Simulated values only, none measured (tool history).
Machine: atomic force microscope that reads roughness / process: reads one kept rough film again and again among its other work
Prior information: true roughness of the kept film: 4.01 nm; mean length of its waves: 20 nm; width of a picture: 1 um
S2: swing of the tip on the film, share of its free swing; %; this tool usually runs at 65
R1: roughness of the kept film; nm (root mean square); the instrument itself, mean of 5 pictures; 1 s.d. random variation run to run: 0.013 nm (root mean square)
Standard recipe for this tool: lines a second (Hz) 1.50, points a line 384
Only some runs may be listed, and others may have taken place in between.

run 1 day=0.000 | lines_a_second_(Hz)=1.50 S2=65 points_a_line=384 | R1=2.176
-- day=0.571 new tip fitted
run 2 day=2.612 | lines_a_second_(Hz)=1.50 S2=65 points_a_line=384 | R1=2.495
-- day=4.146 new tip fitted
run 3 day=4.146 | lines_a_second_(Hz)=1.50 S2=65 points_a_line=384 | R1=3.061
run 4 day=5.825 | lines_a_second_(Hz)=1.50 S2=65 points_a_line=384 | R1=2.539
-- day=7.621 new tip fitted
run 5 day=9.217 | lines_a_second_(Hz)=0.54 S2=65 points_a_line=384 | R1=2.725
-- day=11.183 new tip fitted
run 6 day=11.533 | lines_a_second_(Hz)=1.50 S2=65 points_a_line=397 | R1=2.947
-- day=14.688 new tip fitted
run 7 day=14.825 | lines_a_second_(Hz)=1.50 S2=65 points_a_line=397 | R1=3.048
run 8 day=17.829 | lines_a_second_(Hz)=1.50 S2=65 points_a_line=669 | R1=2.325
-- day=18.296 new tip fitted
run 9 day=20.846 | lines_a_second_(Hz)=1.03 S2=65 points_a_line=871 | R1=2.421
-- day=21.971 new tip fitted
run 10 day=23.617 | lines_a_second_(Hz)=1.03 S2=65 points_a_line=871 | R1=2.681
-- day=25.546 new tip fitted
run 11 day=26.517 | lines_a_second_(Hz)=1.03 S2=65 points_a_line=871 | R1=2.860
run 12 day=28.612 | lines_a_second_(Hz)=1.03 S2=65 points_a_line=871 | R1=2.320
-- day=29.025 new tip fitted
run 13 day=31.729 | lines_a_second_(Hz)=1.03 S2=65 points_a_line=871 | R1=2.419
-- day=32.500 new tip fitted
run 14 day=33.875 | lines_a_second_(Hz)=1.54 S2=68 points_a_line=359 | R1=2.582

Here are 3 independent what-if runs from the current tool condition. What would each one return?
-- day=36.021 new tip fitted
run A day=36.438 | lines_a_second_(Hz)=0.91 S2=68 points_a_line=831 | R1=?
-- day=36.021 new tip fitted
run B day=36.438 | lines_a_second_(Hz)=1.50 S2=65 points_a_line=328 | R1=?
-- day=36.021 new tip fitted
run C day=36.438 | lines_a_second_(Hz)=3.30 S2=62 points_a_line=392 | R1=?

run=A R1=3.021
run=B R1=2.932
run=C R1=2.781
The same runs, with their run-to-run variation unchanged, on a tool lacking any hidden condition would have given:
run=A R1=3.178
run=B R1=3.085
run=C R1=2.926
